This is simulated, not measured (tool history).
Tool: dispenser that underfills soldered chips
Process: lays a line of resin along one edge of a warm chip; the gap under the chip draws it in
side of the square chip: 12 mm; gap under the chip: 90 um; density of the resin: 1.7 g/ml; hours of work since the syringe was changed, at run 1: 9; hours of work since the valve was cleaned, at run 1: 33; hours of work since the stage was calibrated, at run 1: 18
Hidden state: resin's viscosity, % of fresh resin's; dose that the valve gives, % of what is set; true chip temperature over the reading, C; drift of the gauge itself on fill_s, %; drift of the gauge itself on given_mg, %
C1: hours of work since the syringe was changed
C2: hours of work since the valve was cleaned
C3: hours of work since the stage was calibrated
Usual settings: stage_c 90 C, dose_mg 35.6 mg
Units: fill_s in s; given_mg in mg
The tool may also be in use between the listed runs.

run 1 day=0 | stage_c=90 dose_mg=35.6 | C1=9 C2=33 C3=18 | fill_s=235.7 given_mg=34.73
-- day=0.175 new syringe of resin
run 2 day=0.396 | stage_c=80 dose_mg=35.6 | C1=4 C2=40 C3=25 | fill_s=239.7 given_mg=34.68
run 3 day=0.583 | stage_c=80 dose_mg=30.5 | C1=7 C2=43 C3=28 | fill_s=322.8 given_mg=29.69
-- day=0.762 dispensing valve cleaned and set on the balance
run 4 day=0.908 | stage_c=80 dose_mg=30.5 | C1=12 C2=3 C3=33 | fill_s=479.7 given_mg=30.63
-- day=0.954 new syringe of resin
run 5 day=1.204 | stage_c=80 dose_mg=30.5 | C1=4 C2=7 C3=38 | fill_s=255.4 given_mg=30.46
run 6 day=1.45 | stage_c=90 dose_mg=39.9 | C1=9 C2=12 C3=42 | fill_s=218.6 given_mg=39.58
-- day=1.688 new syringe of resin
run 7 day=1.846 | stage_c=90 dose_mg=39.9 | C1=3 C2=18 C3=49 | fill_s=135.4 given_mg=39.26
run 8 day=2.225 | stage_c=90 dose_mg=39.9 | C1=9 C2=25 C3=55 | fill_s=233.9 given_mg=39.15
-- day=2.4 new syringe of resin
run 9 day=2.4 | stage_c=85 dose_mg=39.9 | C1=0 C2=28 C3=58 | fill_s=136.1 given_mg=39.07
run 10 day=2.704 | stage_c=90 dose_mg=35.6 | C1=5 C2=33 C3=63 | fill_s=170.5 given_mg=34.58
run 11 day=3.054 | stage_c=90 dose_mg=35.6 | C1=11 C2=39 C3=69 | fill_s=283.5 given_mg=34.49
-- day=3.129 new syringe of resin
run 12 day=3.308 | stage_c=90 dose_mg=35.6 | C1=3 C2=43 C3=74 | fill_s=141.3 given_mg=34.2
-- day=3.508 dispensing valve cleaned and set on the balance
run 13 day=3.675 | stage_c=90 dose_mg=35.6 | C1=9 C2=3 C3=79 | fill_s=223.5 given_mg=35.42
-- day=3.892 new syringe of resin
run 14 day=3.921 | stage_c=90 dose_mg=35.6 | C1=1 C2=7 C3=83 | fill_s=110.6 given_mg=35.31
run 15 day=4.088 | stage_c=90 dose_mg=35.6 | C1=3 C2=10 C3=86 | fill_s=141.6 given_mg=35.41
run 16 day=4.433 | stage_c=102 dose_mg=35.6 | C1=9 C2=16 C3=92 | fill_s=134.2 given_mg=35.28
-- day=4.612 new syringe of resin
run 17 day=4.804 | stage_c=90 dose_mg=35.6 | C1=3 C2=22 C3=98 | fill_s=143.4 given_mg=34.67
run 18 day=5.175 | stage_c=90 dose_mg=43.1 | C1=10 C2=28 C3=105 | fill_s=244.3 given_mg=42.1
-- day=5.325 new syringe of resin
run 19 day=5.346 | stage_c=95 dose_mg=41.8 | C1=0 C2=31 C3=107 | fill_s=88.5 given_mg=41
run 20 day=5.696 | stage_c=102 dose_mg=35.6 | C1=6 C2=37 C3=113 | fill_s=106.6 given_mg=34.83
run 21 day=5.975 | stage_c=82 dose_mg=43.3 | C1=11 C2=42 C3=118 | fill_s=391 given_mg=41.7
-- day=6.054 new syringe of resin
-- day=6.254 dispensing valve cleaned and set on the balance
run 22 day=6.35 | stage_c=82 dose_mg=43.3 | C1=4 C2=2 C3=124 | fill_s=226 given_mg=43.41
run 23 day=6.567 | stage_c=98 dose_mg=36.4 | C1=8 C2=5 C3=127 | fill_s=150.4 given_mg=36.38
run 24 day=6.783 | stage_c=97 dose_mg=40.7 | C1=12 C2=9 C3=131 | fill_s=212.3 given_mg=40.53
-- day=6.829 new syringe of resin
run 25 day=7 | stage_c=90 dose_mg=43.4 | C1=3 C2=13 C3=135 | fill_s=138.9 given_mg=42.82
run 26 day=7.292 | stage_c=97 dose_mg=34.1 | C1=8 C2=18 C3=140 | fill_s=155.5 given_mg=33.54
-- day=7.554 new syringe of resin
run 27 day=7.579 | stage_c=79 dose_mg=45 | C1=0 C2=22 C3=144 | fill_s=187.2 given_mg=44.23
run 28 day=7.825 | stage_c=88 dose_mg=37.1 | C1=5 C2=27 C3=149 | fill_s=176.3 given_mg=36.27
run 29 day=8.175 | stage_c=91 dose_mg=35.4 | C1=11 C2=33 C3=155 | fill_s=260.3 given_mg=34.58
-- day=8.275 new syringe of resin
run 30 day=8.408 | stage_c=79 dose_mg=31.6 | C1=2 C2=36 C3=158 | fill_s=230.9 given_mg=30.37
run 31 day=8.567 | stage_c=102 dose_mg=39.2 | C1=5 C2=39 C3=161 | fill_s=99.6 given_mg=37.73
run 32 day=8.754 | stage_c=104 dose_mg=34.5 | C1=8 C2=42 C3=164 | fill_s=120 given_mg=33.42
run 33 day=8.912 | stage_c=78 dose_mg=40.9 | C1=11 C2=45 C3=167 | fill_s=499.7 given_mg=39.51
-- day=8.992 dispensing valve cleaned and set on the balance
-- day=9.042 new syringe of resin
run 34 day=9.15 | stage_c=78 dose_mg=40.9 | C1=2 C2=2 C3=170 | fill_s=219.8 given_mg=40.9
run 35 day=9.512 | stage_c=101 dose_mg=33.8 | C1=8 C2=9 C3=176 | fill_s=129.7 given_mg=33.58

Hidden state at the last listed run before each entry between runs and at the first one after, where it differs:
Between runs 1 and 2: new syringe of resin (day 0.175)
  resin's viscosity, % of fresh resin's: 219.2 -> 137.4; dose that the valve gives, % of what is set: 97.29 -> 96.75; true chip temperature over the reading, C: -0.33 -> -0.35
  measured less the result without the state, fill_s: +130.1 -> +68.9 s; given_mg: -0.97 -> -1.16 mg
Between runs 3 and 4: dispensing valve cleaned and set on the balance (day 0.762)
  resin's viscosity, % of fresh resin's: 179.4 -> 268.9; dose that the valve gives, % of what is set: 96.51 -> 99.75; true chip temperature over the reading, C: -0.36 -> -0.37
  measured less the result without the state, fill_s: +147.4 -> +304.4 s; given_mg: -1.07 -> -0.08 mg
Between runs 4 and 5: new syringe of resin (day 0.954)
  resin's viscosity, % of fresh resin's: 268.9 -> 143.2; dose that the valve gives, % of what is set: 99.75 -> 99.29; true chip temperature over the reading, C: -0.37 -> -0.38
  measured less the result without the state, fill_s: +304.4 -> +80.4 s; given_mg: -0.08 -> -0.21 mg
Between runs 6 and 7: new syringe of resin (day 1.688)
  resin's viscosity, % of fresh resin's: 203.5 -> 125.3; dose that the valve gives, % of what is set: 98.95 -> 98.43; true chip temperature over the reading, C: -0.38 -> -0.4
  measured less the result without the state, fill_s: +113.1 -> +29.4 s; given_mg: -0.42 -> -0.62 mg
Between runs 8 and 9: new syringe of resin (day 2.4)
  resin's viscosity, % of fresh resin's: 215.3 -> 100.6; dose that the valve gives, % of what is set: 97.93 -> 97.69; true chip temperature over the reading, C: -0.41 -> -0.42
  measured less the result without the state, fill_s: +127.3 -> +3.6 s; given_mg: -0.82 -> -0.92 mg
Between runs 11 and 12: new syringe of resin (day 3.129)
  resin's viscosity, % of fresh resin's: 257.2 -> 129.2; dose that the valve gives, % of what is set: 96.69 -> 96.33; true chip temperature over the reading, C: -0.44 -> -0.45
  measured less the result without the state, fill_s: +176.2 -> +34.8 s; given_mg: -1.18 -> -1.3 mg
Between runs 12 and 13: dispensing valve cleaned and set on the balance (day 3.508)
  resin's viscosity, % of fresh resin's: 129.2 -> 204.9; dose that the valve gives, % of what is set: 96.33 -> 99.92; true chip temperature over the reading, C: -0.45 -> -0.46
  measured less the result without the state, fill_s: +34.8 -> +116.8 s; given_mg: -1.3 -> -0.03 mg
Between runs 13 and 14: new syringe of resin (day 3.892)
  resin's viscosity, % of fresh resin's: 204.9 -> 102.3; dose that the valve gives, % of what is set: 99.92 -> 99.58; true chip temperature over the reading, C: -0.46 -> -0.47
  measured less the result without the state, fill_s: +116.8 -> +4.8 s; given_mg: -0.03 -> -0.15 mg
Between runs 16 and 17: new syringe of resin (day 4.612)
  resin's viscosity, % of fresh resin's: 212.1 -> 133.2; dose that the valve gives, % of what is set: 98.85 -> 98.34; true chip temperature over the reading, C: -0.49 -> -0.51
  measured less the result without the state, fill_s: +72.6 -> +38.4 s; given_mg: -0.41 -> -0.58 mg
Between runs 18 and 19: new syringe of resin (day 5.325)
  resin's viscosity, % of fresh resin's: 226.4 -> 101.9; dose that the valve gives, % of what is set: 97.79 -> 97.58; true chip temperature over the reading, C: -0.52 -> -0.53
  measured less the result without the state, fill_s: +139.1 -> +3.8 s; given_mg: -0.96 -> -1.02 mg
Between runs 21 and 22: new syringe of resin (day 6.054); dispensing valve cleaned and set on the balance (day 6.254)
  resin's viscosity, % of fresh resin's: 251 -> 144.5; dose that the valve gives, % of what is set: 96.67 -> 99.95; true chip temperature over the reading, C: -0.55 -> -0.56
  measured less the result without the state, fill_s: +239.8 -> +73.8 s; given_mg: -1.44 -> -0.02 mg
Between runs 24 and 25: new syringe of resin (day 6.829)
  resin's viscosity, % of fresh resin's: 268.6 -> 128.2; dose that the valve gives, % of what is set: 99.28 -> 99.02
  measured less the result without the state, fill_s: +134.8 -> +33.4 s; given_mg: -0.29 -> -0.42 mg
Between runs 26 and 27: new syringe of resin (day 7.554)
  resin's viscosity, % of fresh resin's: 195.2 -> 103.9; dose that the valve gives, % of what is set: 98.59 -> 98.17; true chip temperature over the reading, C: -0.6 -> -0.61
  measured less the result without the state, fill_s: +78.2 -> +12.4 s; given_mg: -0.48 -> -0.82 mg
Between runs 29 and 30: new syringe of resin (day 8.275)
  resin's viscosity, % of fresh resin's: 244.6 -> 123; dose that the valve gives, % of what is set: 97.3 -> 96.99; true chip temperature over the reading, C: -0.63 -> -0.64
  measured less the result without the state, fill_s: +157.1 -> +50.1 s; given_mg: -0.95 -> -0.94 mg
Between runs 33 and 34: dispensing valve cleaned and set on the balance (day 8.992); new syringe of resin (day 9.042)
  resin's viscosity, % of fresh resin's: 252.2 -> 114.4; dose that the valve gives, % of what is set: 96.33 -> 100.03
  measured less the result without the state, fill_s: +308.1 -> +33.9 s; given_mg: -1.5 -> +0.01 mg

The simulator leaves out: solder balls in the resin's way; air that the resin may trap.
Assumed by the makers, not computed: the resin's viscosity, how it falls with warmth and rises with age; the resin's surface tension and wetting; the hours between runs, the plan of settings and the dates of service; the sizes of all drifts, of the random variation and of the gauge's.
